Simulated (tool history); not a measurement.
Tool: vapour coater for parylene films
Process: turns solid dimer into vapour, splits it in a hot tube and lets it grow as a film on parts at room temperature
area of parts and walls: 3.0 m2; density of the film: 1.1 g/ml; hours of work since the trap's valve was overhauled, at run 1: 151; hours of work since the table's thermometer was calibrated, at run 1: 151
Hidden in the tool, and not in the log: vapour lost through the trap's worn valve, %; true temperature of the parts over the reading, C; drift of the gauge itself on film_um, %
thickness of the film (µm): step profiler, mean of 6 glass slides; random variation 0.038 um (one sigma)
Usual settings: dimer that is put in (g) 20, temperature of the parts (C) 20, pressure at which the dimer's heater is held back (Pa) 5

| run | day | dimer that is put in (g) | temperature of the parts (C) | pressure at which the dimer's heater is held back (Pa) | hours of work since the trap's valve was overhauled | hours of work since the table's thermometer was calibrated | thickness of the film (µm) |
|---|---|---|---|---|---|---|---|
| 1 | 0 | 20 | 20 | 5 | 151 | 151 | 3.54 |
| 2 | 2.625 | 20 | 20 | 5 | 187 | 187 | 3.5 |
| 3 | 4.388 | 20 | 20 | 5 | 211 | 211 | 3.48 |
|  | 6.871 | trap's valve overhauled |
| 4 | 7.521 | 20 | 20 | 5 | 9 | 251 | 3.94 |
| 5 | 9.567 | 20 | 20 | 5 | 37 | 279 | 3.85 |
| 6 | 11.688 | 20 | 20 | 5 | 65 | 307 | 3.87 |
| 7 | 13.829 | 10 | 20 | 2.22 | 95 | 337 | 1.96 |
| 8 | 16.588 | 10 | 28 | 7.46 | 132 | 374 | 1.48 |
| 9 | 18.571 | 10 | 28 | 7.46 | 159 | 401 | 1.48 |
| 10 | 20.254 | 30 | 27 | 6.52 | 182 | 424 | 4.48 |
| 11 | 21.783 | 14 | 15 | 3.12 | 203 | 445 | 2.76 |
|  | 24.692 | trap's valve overhauled |
| 12 | 24.933 | 28 | 21 | 4.34 | 3 | 485 | 5.46 |

Forecast each of these 5 alternatives for the next run:
| A | 28.412 | 16 | 21 | 7.61 | 51 | 533 | ? |
| B | 28.412 | 25 | 14 | 5 | 51 | 533 | ? |
| C | 28.412 | 20 | 20 | 2.76 | 51 | 533 | ? |
| D | 28.412 | 13 | 31 | 9.11 | 51 | 533 | ? |
| E | 28.412 | 21 | 22 | 11.87 | 51 | 533 | ? |

| run | thickness of the film (µm) |
|---|---|
| A | 2.96 |
| B | 5.41 |
| C | 3.99 |
| D | 1.84 |
| E | 3.66 |
Without the tool's hidden state the same runs would have given:
| run | thickness of the film (µm) |
|---|---|
| A | 3.08 |
| B | 5.63 |
| C | 4.16 |
| D | 1.91 |
| E | 3.81 |
